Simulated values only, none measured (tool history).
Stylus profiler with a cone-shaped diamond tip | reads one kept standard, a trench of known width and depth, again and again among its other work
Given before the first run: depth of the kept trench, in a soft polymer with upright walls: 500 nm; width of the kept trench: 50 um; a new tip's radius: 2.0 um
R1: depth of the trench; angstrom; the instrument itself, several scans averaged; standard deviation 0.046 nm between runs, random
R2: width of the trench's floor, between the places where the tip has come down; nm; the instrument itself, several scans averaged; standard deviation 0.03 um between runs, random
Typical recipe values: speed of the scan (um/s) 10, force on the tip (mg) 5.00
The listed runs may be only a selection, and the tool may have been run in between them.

Run 1, day 0.000: usual settings. Result: R1 5078.4 angstrom, R2 46360 nm.
Run 2, day 1.675: usual settings but force on the tip (mg) 3.47. Result: R1 5061.7 angstrom, R2 46350 nm.
Run 3, day 3.529: usual settings but force on the tip (mg) 3.47. Result: R1 5061.8 angstrom, R2 46270 nm.
Run 4, day 4.867: usual settings but speed of the scan (um/s) 8. Result: R1 5079.0 angstrom, R2 46290 nm.
Run 5, day 6.629: usual settings. Result: R1 5079.9 angstrom, R2 46250 nm.
Run 6, day 7.683: usual settings. Result: R1 5079.9 angstrom, R2 46240 nm.
Run 7, day 8.983: usual settings. Result: R1 5080.6 angstrom, R2 46180 nm.
Run 8, day 10.667: usual settings. Result: R1 5081.3 angstrom, R2 46220 nm.
Run 9, day 11.762: usual settings. Result: R1 5080.7 angstrom, R2 46150 nm.
Run 10, day 12.779: usual settings. Result: R1 5080.4 angstrom, R2 46190 nm.
Run 11, day 13.825: usual settings. Result: R1 5080.3 angstrom, R2 46190 nm.
At day 14.004: height scale calibrated on a step standard.
Run 12, day 15.754: usual settings. Result: R1 5082.2 angstrom, R2 46170 nm.
Run 13, day 17.712: usual settings. Result: R1 5083.0 angstrom, R2 46180 nm.
Run 14, day 19.554: usual settings. Result: R1 5081.9 angstrom, R2 46100 nm.
Run 15, day 21.096: usual settings but speed of the scan (um/s) 9, force on the tip (mg) 8.59. Result: R1 5116.6 angstrom, R2 46110 nm.
At day 21.433: height scale calibrated on a step standard, once more.
Run 16, day 22.800: usual settings but speed of the scan (um/s) 2, force on the tip (mg) 8.45. Result: R1 5107.4 angstrom, R2 46100 nm.
Run 17, day 23.708: usual settings but speed of the scan (um/s) 15, force on the tip (mg) 10.88. Result: R1 5127.9 angstrom, R2 46080 nm.
Run 18, day 24.867: usual settings but speed of the scan (um/s) 15, force on the tip (mg) 10.88. Result: R1 5127.5 angstrom, R2 45980 nm.
Run 19, day 26.812: usual settings but speed of the scan (um/s) 15, force on the tip (mg) 10.88. Result: R1 5128.4 angstrom, R2 46050 nm.
Run 20, day 28.850: usual settings but speed of the scan (um/s) 2. Result: R1 5075.4 angstrom, R2 46040 nm.
Run 21, day 30.888: usual settings but speed of the scan (um/s) 2. Result: R1 5075.8 angstrom, R2 46020 nm.
Run 22, day 32.054: usual settings but speed of the scan (um/s) 36, force on the tip (mg) 8.08. Result: R1 5105.6 angstrom, R2 45900 nm.
Run 23, day 32.917: usual settings but speed of the scan (um/s) 36, force on the tip (mg) 8.08. Result: R1 5105.7 angstrom, R2 45980 nm.
Run 24, day 34.850: usual settings but speed of the scan (um/s) 36, force on the tip (mg) 8.08. Result: R1 5106.8 angstrom, R2 45920 nm.
Run 25, day 36.383: usual settings but speed of the scan (um/s) 25. Result: R1 5077.0 angstrom, R2 45890 nm.

Here are 3 independent what-if runs from the current tool condition. What would each one return?
Run A, day 38.117: usual settings but speed of the scan (um/s) 4. Result: R1 ?, R2 ?.
Run B, day 38.117: usual settings but force on the tip (mg) 12.45. Result: R1 ?, R2 ?.
Run C, day 38.117: usual settings but force on the tip (mg) 2.59. Result: R1 ?, R2 ?.

run      R1     R2
  A  5077.6  45980
  B  5142.0  45930
  C  5050.2  45890
What these runs would have given with no unlogged condition in the tool:
run      R1     R2
  A  5076.9  47390
  B  5141.4  47340
  C  5049.6  47290
